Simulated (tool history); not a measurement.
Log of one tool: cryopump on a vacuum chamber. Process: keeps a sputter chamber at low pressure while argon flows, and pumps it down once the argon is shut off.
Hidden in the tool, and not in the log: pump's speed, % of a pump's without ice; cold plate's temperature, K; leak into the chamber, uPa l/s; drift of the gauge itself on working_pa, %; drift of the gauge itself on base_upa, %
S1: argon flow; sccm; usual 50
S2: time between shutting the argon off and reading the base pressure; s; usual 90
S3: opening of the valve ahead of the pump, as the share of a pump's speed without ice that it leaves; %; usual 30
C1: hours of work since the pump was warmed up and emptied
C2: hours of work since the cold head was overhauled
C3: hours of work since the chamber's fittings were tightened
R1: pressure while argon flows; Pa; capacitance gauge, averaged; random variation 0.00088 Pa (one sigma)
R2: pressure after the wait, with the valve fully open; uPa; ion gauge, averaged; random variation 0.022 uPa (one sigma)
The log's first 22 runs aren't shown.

run     day  S1   S2  S3   C1    C2    C3      R1    R2
 23  34.588  70  219  30  333  1207  1551  0.2800  0.88
 24  36.150  94   48  30  354  1227  1571  0.3809  1.57
 25  37.508  94   48  30  371  1245  1589  0.3865  1.63
 26  38.933  94   48  30  390  1263  1608  0.3887  1.60
 27  40.488  33  275  29  410  1284  1628  0.1402  0.90
     42.754  -- pump warmed up, emptied and cooled again
 28  42.946  21  186  30    2  1313  1657  0.0761  0.81
 29  44.688  31   30  30   25  1336  1680  0.1153  1.93
 30  46.342  67   33  30   47  1357  1702  0.2479  1.80
 31  47.508  67   33  30   62  1373  1717  0.2493  1.76
 32  49.412  58   57  30   87  1398  1742  0.2188  1.33
 33  50.879  91   22  28  106  1417  1761  0.3658  2.41
 34  52.521  52   90  30  127  1438  1782  0.1978  1.05

Forecast each of these 3 alternatives for the next run:
  A  54.021  35   35  29  147  1458  1802   ?   ?
  B  54.021  50  109  30  147  1458  1802   ?   ?
  C  54.021  47   40  53  147  1458  1802   ?   ?

run      R1    R2
  A  0.1365  1.85
  B  0.1900  0.99
  C  0.1037  1.66
Without the tool's hidden state the same runs would have given:
run      R1    R2
  A  0.1308  1.40
  B  0.1818  0.54
  C  0.0960  1.22
